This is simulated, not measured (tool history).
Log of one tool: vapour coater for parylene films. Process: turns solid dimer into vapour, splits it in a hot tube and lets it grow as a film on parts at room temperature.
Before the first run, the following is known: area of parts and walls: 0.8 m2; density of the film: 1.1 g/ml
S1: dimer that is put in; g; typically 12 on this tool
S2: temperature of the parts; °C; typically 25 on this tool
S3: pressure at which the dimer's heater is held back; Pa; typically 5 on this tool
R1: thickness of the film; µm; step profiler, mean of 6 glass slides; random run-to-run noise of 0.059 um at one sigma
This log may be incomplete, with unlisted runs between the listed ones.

run	hour	S1	S2	S3	R1
1	0	12	25	5	8.12
2	30.7	12	33	5	5.48
3	45.3	12	33	5	5.53
4	75.4	12	17	5	12.26
5	105.5	12	17	5	12.17
6	135.1	12	29	5	6.81
7	151.5	12	25	5	8.18
8	166.9	12	25	5	8.14
9	187.6	12	25	5	8.25
10	203.5	12	25	5	8.09
11	223.6	12	25	5	8.21
12	250.8	12	25	5	8.18
13	265.8	12	25	5	8.11
14	288.9	12	25	5	8.21
15	317.4	12	25	5	8.17
16	333.3	12	25	3.08	9.03
17	351.5	10	25	2.59	7.87
18	377	10	25	2.59	7.74
19	403.7	7	25	11.53	4.01
20	418.5	7	25	11.53	3.97
21	441.6	14	23	5	10.39
22	462.5	14	23	5	10.6
23	477.3	9	25	3.32	6.68
24	491	5	25	8.77	3.02
# hour 516.3: trap's valve overhauled
25	518.9	12	23	2.26	10.6
26	543.5	6	26	4.95	3.97
27	570.6	12	21	5	9.89
28	590.3	8	22	3.2	6.97
29	613.2	7	28	6.75	3.89

Predict each of these 5 candidate next runs independently; none follows another, all start after run 29:
A	639.9	7	25	5	?
B	639.9	9	35	5	?
C	639.9	10	28	5.12	?
D	639.9	5	25	4.2	?
E	639.9	19	26	4.92	?

run	R1
A	4.79
B	3.79
C	5.88
D	3.53
E	12.26
What these runs would have given with no unlogged condition in the tool:
run	R1
A	4.79
B	3.8
C	5.89
D	3.53
E	12.28
